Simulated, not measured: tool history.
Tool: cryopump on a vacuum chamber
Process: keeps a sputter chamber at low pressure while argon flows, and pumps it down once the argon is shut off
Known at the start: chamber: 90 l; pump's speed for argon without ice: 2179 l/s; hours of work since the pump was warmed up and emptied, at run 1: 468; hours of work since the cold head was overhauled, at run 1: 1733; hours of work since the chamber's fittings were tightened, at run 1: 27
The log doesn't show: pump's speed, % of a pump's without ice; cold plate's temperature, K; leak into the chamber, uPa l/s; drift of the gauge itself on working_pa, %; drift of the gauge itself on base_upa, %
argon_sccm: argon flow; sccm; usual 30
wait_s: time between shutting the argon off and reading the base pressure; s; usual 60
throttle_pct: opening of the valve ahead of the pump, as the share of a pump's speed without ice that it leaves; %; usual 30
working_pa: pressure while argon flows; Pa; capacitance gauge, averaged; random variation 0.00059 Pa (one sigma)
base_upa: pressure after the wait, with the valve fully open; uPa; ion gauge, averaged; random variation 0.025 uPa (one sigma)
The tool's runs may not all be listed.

run	hour	argon_sccm	wait_s	throttle_pct	hours of work since the pump was warmed up and emptied	hours of work since the cold head was overhauled	hours of work since the chamber's fittings were tightened	working_pa	base_upa
1	0.0	30	60	30	468	1733	27	0.0848	1.00
2	92.4	30	60	30	520	1786	80	0.0859	1.07
3	141.4	30	60	30	548	1813	108	0.0868	1.12
# hour 191.9: pump warmed up, emptied and cooled again
4	258.9	43	60	30	38	1877	171	0.1135	1.02
5	348.2	30	175	30	89	1928	222	0.0795	0.52
6	402.0	30	175	30	119	1958	253	0.0794	0.56
7	470.5	30	175	30	158	1997	291	0.0804	0.57
8	518.7	30	175	30	185	2025	319	0.0809	0.59
9	617.5	30	175	30	241	2081	375	0.0817	0.65
10	707.2	30	175	60	292	2131	426	0.0432	0.65
11	811.2	30	60	30	351	2190	485	0.0833	1.26
12	893.1	30	60	30	398	2237	531	0.0830	1.28
13	940.4	30	60	30	425	2264	558	0.0847	1.29
14	1030.1	30	60	30	476	2315	609	0.0864	1.29
15	1102.4	38	262	30	517	2356	650	0.1084	0.69
16	1185.5	38	262	45	564	2403	697	0.0776	0.74
# hour 1210.8: pump warmed up, emptied and cooled again
17	1257.2	30	60	19	26	2441	735	0.1235	1.24
18	1353.2	30	60	19	81	2495	789	0.1255	1.29
19	1432.5	30	66	41	126	2540	834	0.0579	1.20
20	1525.2	30	72	24	178	2593	887	0.0994	1.16
21	1573.4	30	72	24	206	2620	914	0.0999	1.26
22	1642.9	30	72	22	245	2659	954	0.1095	1.25
23	1753.2	33	52	47	308	2722	1016	0.0601	1.55
24	1808.9	30	107	49	339	2754	1048	0.0529	1.05
25	1904.4	30	107	49	393	2808	1102	0.0537	1.13
26	1957.8	30	27	30	424	2838	1132	0.0840	2.48

Forecast each of these 4 alternatives for the next run:
A	2019.9	13	24	51	459	2873	1168	?	?
B	2019.9	14	203	30	459	2873	1168	?	?
C	2019.9	22	26	34	459	2873	1168	?	?
D	2019.9	31	52	30	459	2873	1168	?	?

run	working_pa	base_upa
A	0.0224	2.71
B	0.0387	1.00
C	0.0557	2.64
D	0.0868	1.70
Without the tool's hidden state the same runs would have given:
run	working_pa	base_upa
A	0.0192	2.14
B	0.0352	0.39
C	0.0503	2.04
D	0.0793	1.11
